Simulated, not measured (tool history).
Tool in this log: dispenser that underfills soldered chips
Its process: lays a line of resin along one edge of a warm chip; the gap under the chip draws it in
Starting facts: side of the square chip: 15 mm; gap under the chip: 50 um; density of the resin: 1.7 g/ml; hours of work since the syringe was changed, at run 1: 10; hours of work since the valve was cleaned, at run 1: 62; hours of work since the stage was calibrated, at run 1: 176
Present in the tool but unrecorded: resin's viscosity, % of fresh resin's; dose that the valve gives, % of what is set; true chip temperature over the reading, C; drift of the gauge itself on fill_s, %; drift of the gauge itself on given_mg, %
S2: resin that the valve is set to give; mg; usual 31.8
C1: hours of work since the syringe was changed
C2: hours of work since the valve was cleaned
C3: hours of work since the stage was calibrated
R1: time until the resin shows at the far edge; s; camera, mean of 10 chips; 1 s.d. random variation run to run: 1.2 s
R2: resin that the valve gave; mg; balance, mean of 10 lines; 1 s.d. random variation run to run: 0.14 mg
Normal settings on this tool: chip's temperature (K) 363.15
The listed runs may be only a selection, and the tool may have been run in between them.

{"run": 1, "hour": 0.0, "chip's temperature (K)": 363.15, "S2": 31.8, "C1": 10, "C2": 62, "C3": 176, "R1": 211.9, "R2": 30.9}
{"hour": 1.4, "done": "new syringe of resin"}
{"run": 2, "hour": 7.6, "chip's temperature (K)": 363.15, "S2": 31.8, "C1": 5, "C2": 68, "C3": 182, "R1": 156.3, "R2": 30.96}
{"hour": 15.9, "done": "new syringe of resin"}
{"run": 3, "hour": 16.7, "chip's temperature (K)": 363.15, "S2": 31.8, "C1": 1, "C2": 74, "C3": 189, "R1": 128.4, "R2": 30.73}
{"hour": 30.9, "done": "new syringe of resin"}
{"run": 4, "hour": 34.2, "chip's temperature (K)": 363.15, "S2": 33.8, "C1": 2, "C2": 87, "C3": 202, "R1": 139.7, "R2": 32.32}
{"hour": 45.7, "done": "new syringe of resin"}
{"run": 5, "hour": 46.1, "chip's temperature (K)": 363.15, "S2": 33.8, "C1": 0, "C2": 96, "C3": 211, "R1": 126.5, "R2": 32.48}
{"hour": 60.4, "done": "new syringe of resin"}
{"run": 6, "hour": 60.4, "chip's temperature (K)": 363.15, "S2": 31.8, "C1": 0, "C2": 107, "C3": 221, "R1": 126.5, "R2": 30.43}
{"hour": 65.5, "done": "dispensing valve cleaned and set on the balance"}
{"run": 7, "hour": 69.9, "chip's temperature (K)": 363.15, "S2": 31.8, "C1": 6, "C2": 3, "C3": 228, "R1": 171.8, "R2": 31.63}
{"hour": 75.5, "done": "new syringe of resin"}
{"run": 8, "hour": 82.3, "chip's temperature (K)": 363.15, "S2": 31.8, "C1": 5, "C2": 13, "C3": 237, "R1": 158.2, "R2": 31.51}
{"hour": 89.9, "done": "new syringe of resin"}
{"run": 9, "hour": 91.4, "chip's temperature (K)": 366.15, "S2": 31.8, "C1": 1, "C2": 19, "C3": 244, "R1": 119.4, "R2": 31.5}
{"hour": 104.0, "done": "new syringe of resin"}
{"run": 10, "hour": 106.4, "chip's temperature (K)": 366.15, "S2": 31.8, "C1": 2, "C2": 31, "C3": 255, "R1": 121.8, "R2": 31.49}
{"hour": 118.7, "done": "new syringe of resin"}
{"run": 11, "hour": 121.2, "chip's temperature (K)": 374.15, "S2": 31.8, "C1": 2, "C2": 42, "C3": 266, "R1": 90, "R2": 31.11}
{"hour": 133.0, "done": "new syringe of resin"}
{"run": 12, "hour": 136.4, "chip's temperature (K)": 374.15, "S2": 31.8, "C1": 3, "C2": 53, "C3": 277, "R1": 92.6, "R2": 31.41}
{"run": 13, "hour": 145.7, "chip's temperature (K)": 374.15, "S2": 31.8, "C1": 10, "C2": 60, "C3": 284, "R1": 131.2, "R2": 30.76}
{"hour": 147.0, "done": "new syringe of resin"}
{"run": 14, "hour": 153.2, "chip's temperature (K)": 350.15, "S2": 31.8, "C1": 5, "C2": 65, "C3": 290, "R1": 274.3, "R2": 30.88}
{"hour": 161.3, "done": "new syringe of resin"}
{"run": 15, "hour": 163.8, "chip's temperature (K)": 350.15, "S2": 31.8, "C1": 2, "C2": 73, "C3": 298, "R1": 245, "R2": 30.96}
{"hour": 176.1, "done": "new syringe of resin"}
{"run": 16, "hour": 178.4, "chip's temperature (K)": 359.15, "S2": 31.8, "C1": 2, "C2": 84, "C3": 309, "R1": 161.3, "R2": 30.57}
{"run": 17, "hour": 185.9, "chip's temperature (K)": 359.15, "S2": 31.8, "C1": 7, "C2": 90, "C3": 314, "R1": 213.7, "R2": 30.62}
{"hour": 190.7, "done": "new syringe of resin"}
{"run": 18, "hour": 196.7, "chip's temperature (K)": 359.15, "S2": 36.5, "C1": 5, "C2": 98, "C3": 322, "R1": 189.3, "R2": 34.88}
{"run": 19, "hour": 204.3, "chip's temperature (K)": 359.15, "S2": 36.5, "C1": 10, "C2": 104, "C3": 328, "R1": 247.7, "R2": 34.95}
{"hour": 205.9, "done": "new syringe of resin"}
{"hour": 210.1, "done": "stage's temperature calibrated"}
{"hour": 215.1, "done": "dispensing valve cleaned and set on the balance"}
{"run": 20, "hour": 215.1, "chip's temperature (K)": 354.15, "S2": 27.7, "C1": 5, "C2": 0, "C3": 3, "R1": 229.2, "R2": 27.91}
{"hour": 222.5, "done": "new syringe of resin"}
{"run": 21, "hour": 226.8, "chip's temperature (K)": 354.15, "S2": 27.7, "C1": 3, "C2": 9, "C3": 12, "R1": 203.9, "R2": 27.72}
{"hour": 236.9, "done": "new syringe of resin"}
{"run": 22, "hour": 237.9, "chip's temperature (K)": 354.15, "S2": 27.7, "C1": 1, "C2": 17, "C3": 20, "R1": 181.5, "R2": 27.59}
{"hour": 250.9, "done": "new syringe of resin"}
{"run": 23, "hour": 254.6, "chip's temperature (K)": 354.15, "S2": 27.7, "C1": 3, "C2": 29, "C3": 32, "R1": 196, "R2": 27.51}
{"hour": 266.0, "done": "new syringe of resin"}
{"run": 24, "hour": 268.3, "chip's temperature (K)": 366.15, "S2": 27.5, "C1": 2, "C2": 40, "C3": 43, "R1": 118.4, "R2": 27.02}
{"run": 25, "hour": 276.9, "chip's temperature (K)": 364.15, "S2": 32.3, "C1": 8, "C2": 46, "C3": 49, "R1": 172.2, "R2": 31.83}
{"hour": 280.2, "done": "new syringe of resin"}
{"run": 26, "hour": 290.0, "chip's temperature (K)": 361.15, "S2": 38.3, "C1": 7, "C2": 56, "C3": 59, "R1": 184.8, "R2": 37.37}
{"hour": 295.0, "done": "new syringe of resin"}
{"run": 27, "hour": 302.7, "chip's temperature (K)": 375.15, "S2": 34.5, "C1": 6, "C2": 65, "C3": 68, "R1": 99.6, "R2": 33.66}
{"hour": 309.1, "done": "new syringe of resin"}
{"run": 28, "hour": 316.8, "chip's temperature (K)": 373.15, "S2": 36.2, "C1": 6, "C2": 76, "C3": 79, "R1": 107.3, "R2": 34.83}
{"hour": 323.6, "done": "new syringe of resin"}
{"run": 29, "hour": 329.2, "chip's temperature (K)": 368.15, "S2": 31.8, "C1": 4, "C2": 85, "C3": 88, "R1": 122.2, "R2": 30.7}
{"hour": 337.7, "done": "new syringe of resin"}
{"run": 30, "hour": 343.7, "chip's temperature (K)": 353.15, "S2": 38, "C1": 5, "C2": 96, "C3": 99, "R1": 226.5, "R2": 36.74}
{"hour": 352.2, "done": "new syringe of resin"}
{"run": 31, "hour": 357.3, "chip's temperature (K)": 361.15, "S2": 34.9, "C1": 4, "C2": 106, "C3": 109, "R1": 157.4, "R2": 33.58}
{"hour": 363.8, "done": "dispensing valve cleaned and set on the balance"}
{"hour": 367.8, "done": "new syringe of resin"}
{"run": 32, "hour": 368.0, "chip's temperature (K)": 349.15, "S2": 41.2, "C1": 0, "C2": 3, "C3": 116, "R1": 217.6, "R2": 41.12}
{"run": 33, "hour": 377.3, "chip's temperature (K)": 349.15, "S2": 41.2, "C1": 7, "C2": 10, "C3": 123, "R1": 306.4, "R2": 41.09}
{"hour": 383.0, "done": "new syringe of resin"}
{"run": 34, "hour": 385.3, "chip's temperature (K)": 348.15, "S2": 31.3, "C1": 2, "C2": 16, "C3": 129, "R1": 249.2, "R2": 30.91}

Consider 4 possible next runs. They are alternatives, not a sequence: every one starts from the tool as it was left by run 34. What does each give?
{"hour": 397.7, "done": "new syringe of resin"}
{"run": "A", "hour": 402.5, "chip's temperature (K)": 374.15, "S2": 37.3, "C1": 4, "C2": 29, "C3": 142, "R1": "?", "R2": "?"}
{"hour": 397.7, "done": "new syringe of resin"}
{"run": "B", "hour": 402.5, "chip's temperature (K)": 374.15, "S2": 41.1, "C1": 4, "C2": 29, "C3": 142, "R1": "?", "R2": "?"}
{"hour": 397.7, "done": "new syringe of resin"}
{"run": "C", "hour": 402.5, "chip's temperature (K)": 348.15, "S2": 28.7, "C1": 4, "C2": 29, "C3": 142, "R1": "?", "R2": "?"}
{"hour": 397.7, "done": "new syringe of resin"}
{"run": "D", "hour": 402.5, "chip's temperature (K)": 366.15, "S2": 35.9, "C1": 4, "C2": 29, "C3": 142, "R1": "?", "R2": "?"}

run=A R1=95.8 R2=36.8
run=B R1=94.6 R2=40.84
run=C R1=276.5 R2=28.21
run=D R1=130.6 R2=35.3
The same runs, with their run-to-run variation unchanged, on a tool lacking any hidden condition would have given:
run=A R1=77.9 R2=37.26
run=B R1=76.8 R2=41.35
run=C R1=223.2 R2=28.57
run=D R1=105.8 R2=35.74
